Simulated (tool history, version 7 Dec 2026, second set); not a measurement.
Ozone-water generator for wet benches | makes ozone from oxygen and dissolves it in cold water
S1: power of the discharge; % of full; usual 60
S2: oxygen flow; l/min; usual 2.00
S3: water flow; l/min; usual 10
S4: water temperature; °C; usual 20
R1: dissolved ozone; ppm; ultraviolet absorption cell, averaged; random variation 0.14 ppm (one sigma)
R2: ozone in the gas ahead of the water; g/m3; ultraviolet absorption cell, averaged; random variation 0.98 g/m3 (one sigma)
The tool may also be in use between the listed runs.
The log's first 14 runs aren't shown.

| run | day | S1 | S2 | S3 | S4 | R1 | R2 |
|---|---|---|---|---|---|---|---|
| 15 | 44.458 | 60 | 2.00 | 10 | 20 | 16.5 | 167.8 |
| 16 | 48.150 | 54 | 2.00 | 10 | 20 | 15.4 | 158.2 |
| 17 | 53.133 | 54 | 2.00 | 10 | 20 | 15.3 | 159.0 |
| 18 | 58.300 | 54 | 2.00 | 10 | 20 | 15.5 | 154.6 |
| 19 | 63.067 | 90 | 2.47 | 6 | 13 | 35.1 | 198.7 |
| 20 | 65.354 | 60 | 1.59 | 9 | 20 | 16.8 | 179.9 |
| 21 | 69.742 | 60 | 1.59 | 9 | 20 | 16.8 | 179.4 |
| 22 | 73.921 | 60 | 1.37 | 7 | 20 | 19.7 | 187.8 |
| 23 | 78.942 | 60 | 1.98 | 11 | 18 | 15.3 | 166.2 |
| 24 | 81.138 | 73 | 2.99 | 6 | 20 | 27.9 | 165.4 |
| 25 | 84.842 | 60 | 2.04 | 10 | 18 | 17.1 | 166.6 |
| 26 | 89.688 | 49 | 2.00 | 10 | 20 | 14.5 | 148.5 |
| 27 | 93.688 | 47 | 2.00 | 16 | 20 | 9.3 | 145.9 |
| 28 | 97.975 | 47 | 2.00 | 16 | 20 | 9.5 | 145.3 |
| 29 | 103.225 | 47 | 2.00 | 15 | 12 | 10.8 | 146.5 |
| 30 | 107.871 | 46 | 2.00 | 9 | 15 | 16.4 | 143.6 |
| 31 | 112.596 | 60 | 2.00 | 13 | 20 | 13.2 | 166.9 |

Forecast each of these 4 alternatives for the next run:
| A | 116.146 | 60 | 2.26 | 13 | 26 | ? | ? |
| B | 116.146 | 86 | 1.64 | 10 | 23 | ? | ? |
| C | 116.146 | 80 | 2.31 | 10 | 20 | ? | ? |
| D | 116.146 | 67 | 2.00 | 10 | 20 | ? | ? |

| run | R1 | R2 |
|---|---|---|
| A | 12.7 | 161.5 |
| B | 18.5 | 219.6 |
| C | 20.6 | 189.0 |
| D | 17.7 | 180.2 |
Without the tool's hidden state the same runs would have given:
| run | R1 | R2 |
|---|---|---|
| A | 12.7 | 161.6 |
| B | 18.6 | 219.8 |
| C | 20.6 | 189.2 |
| D | 17.7 | 180.4 |
